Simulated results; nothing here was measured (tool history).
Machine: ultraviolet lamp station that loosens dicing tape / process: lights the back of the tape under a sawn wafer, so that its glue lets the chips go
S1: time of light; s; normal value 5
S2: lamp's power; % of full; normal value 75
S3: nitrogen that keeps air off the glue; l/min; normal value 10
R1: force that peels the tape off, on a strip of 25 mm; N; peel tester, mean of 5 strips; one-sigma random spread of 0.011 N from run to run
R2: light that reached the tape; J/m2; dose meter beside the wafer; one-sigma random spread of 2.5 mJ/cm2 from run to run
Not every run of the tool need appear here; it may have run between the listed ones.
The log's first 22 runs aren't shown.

| run | hour | S1 | S2 | S3 | R1 | R2 |
|---|---|---|---|---|---|---|
| 23 | 693.0 | 5 | 84 | 10 | 0.383 | 3170 |
| 24 | 739.2 | 9 | 84 | 3 | 0.239 | 5770 |
| 25 | 783.8 | 6 | 98 | 4 | 0.292 | 4480 |
| 26 | 806.8 | 7 | 75 | 10 | 0.272 | 4000 |
| 27 | 831.7 | 5 | 75 | 11 | 0.463 | 2850 |
| 28 | 875.3 | 5 | 67 | 4 | 0.923 | 2530 |
| 29 | 904.4 | 5 | 67 | 4 | 0.881 | 2530 |
| 30 | 950.3 | 5 | 67 | 4 | 0.939 | 2580 |
| 31 | 996.0 | 2 | 67 | 13 | 2.898 | 1030 |
| 32 | 1030.1 | 2 | 67 | 13 | 2.893 | 1020 |
| 33 | 1050.4 | 5 | 85 | 3 | 0.641 | 3200 |
| 34 | 1088.9 | 3 | 88 | 5 | 1.314 | 2030 |
| 35 | 1116.9 | 3 | 84 | 3 | 1.765 | 1930 |
| 36 | 1145.7 | 5 | 63 | 12 | 0.692 | 2380 |
|  | 1182.4 | window cleaned of glue's vapour |
| 37 | 1185.6 | 3 | 78 | 7 | 1.501 | 1800 |
|  | 1212.1 | lamp changed |
| 38 | 1213.3 | 4 | 79 | 3 | 1.180 | 2430 |
| 39 | 1239.8 | 4 | 97 | 3 | 0.755 | 2950 |
| 40 | 1260.5 | 6 | 97 | 4 | 0.298 | 4480 |
| 41 | 1295.9 | 6 | 77 | 5 | 0.422 | 3520 |
| 42 | 1345.5 | 4 | 71 | 10 | 0.889 | 2140 |
| 43 | 1367.2 | 4 | 71 | 10 | 0.873 | 2110 |
| 44 | 1393.9 | 4 | 71 | 10 | 0.888 | 2140 |

Each row is a separate what-if for the run after 44, all from the same tool condition, not one after another. Results?
| A | 1427.6 | 4 | 71 | 4 | ? | ? |
| B | 1427.6 | 4 | 93 | 15 | ? | ? |
| C | 1427.6 | 4 | 71 | 7 | ? | ? |

| run | R1 | R2 |
|---|---|---|
| A | 1.273 | 2200 |
| B | 0.438 | 2820 |
| C | 0.993 | 2190 |
The same runs, with their run-to-run variation unchanged, on a tool lacking any hidden condition would have given:
| run | R1 | R2 |
|---|---|---|
| A | 1.271 | 2200 |
| B | 0.437 | 2830 |
| C | 0.991 | 2190 |
